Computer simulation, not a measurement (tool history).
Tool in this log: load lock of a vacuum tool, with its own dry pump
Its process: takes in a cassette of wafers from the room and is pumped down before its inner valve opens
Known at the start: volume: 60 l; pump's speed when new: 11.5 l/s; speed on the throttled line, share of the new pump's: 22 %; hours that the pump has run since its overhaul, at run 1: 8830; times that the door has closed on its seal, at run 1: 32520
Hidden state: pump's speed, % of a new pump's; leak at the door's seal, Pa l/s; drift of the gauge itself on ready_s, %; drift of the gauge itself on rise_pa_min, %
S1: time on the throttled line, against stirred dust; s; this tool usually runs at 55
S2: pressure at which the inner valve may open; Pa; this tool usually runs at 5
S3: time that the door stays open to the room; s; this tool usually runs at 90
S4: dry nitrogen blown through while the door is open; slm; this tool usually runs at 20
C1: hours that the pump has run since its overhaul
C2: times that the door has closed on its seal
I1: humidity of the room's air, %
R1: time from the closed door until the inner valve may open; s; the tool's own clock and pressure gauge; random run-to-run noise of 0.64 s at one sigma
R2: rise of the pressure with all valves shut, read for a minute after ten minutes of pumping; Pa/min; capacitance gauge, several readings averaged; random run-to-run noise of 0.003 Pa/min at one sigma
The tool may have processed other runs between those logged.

run,day,S1,S2,S3,S4,C1,C2,I1,R1,R2
1,0.000,55,5,90,20,8830,32520,46.7,99.3,0.139
2,9.983,48,5,90,20,9070,33011,46.1,92.7,0.137
3,15.700,48,5,90,20,9207,33293,41.7,95.0,0.140
4,28.542,48,5,90,20,9515,33924,41.5,94.5,0.142
5,39.867,48,5,90,20,9787,34482,45.2,94.9,0.153
6,51.771,55,6,83,20,10073,35067,44.3,99.7,0.148
7,57.821,55,8,133,5,10218,35365,45.4,97.7,0.170
8,70.767,55,8,133,5,10529,36002,45.3,98.2,0.170
9,83.217,55,5,28,6,10828,36615,42.9,100.1,0.159
10,91.117,45,9,150,5,11017,37003,46.0,91.0,0.189

Forecast each of these 5 alternatives for the next run:
A,102.592,50,6,27,20,11293,37568,47.3,?,?
B,102.592,43,9,150,5,11293,37568,43.1,?,?
C,102.592,55,5,90,20,11293,37568,44.8,?,?
D,102.592,45,8,68,13,11293,37568,44.1,?,?
E,102.592,45,9,197,5,11293,37568,42.7,?,?

run,R1,R2
A,96.4,0.163
B,88.5,0.188
C,101.0,0.167
D,91.2,0.166
E,89.7,0.193
Stripped of hidden state, with their random variation kept, the same runs would have yielded:
run,R1,R2
A,90.4,0.014
B,82.4,0.039
C,94.9,0.015
D,85.1,0.018
E,83.7,0.043
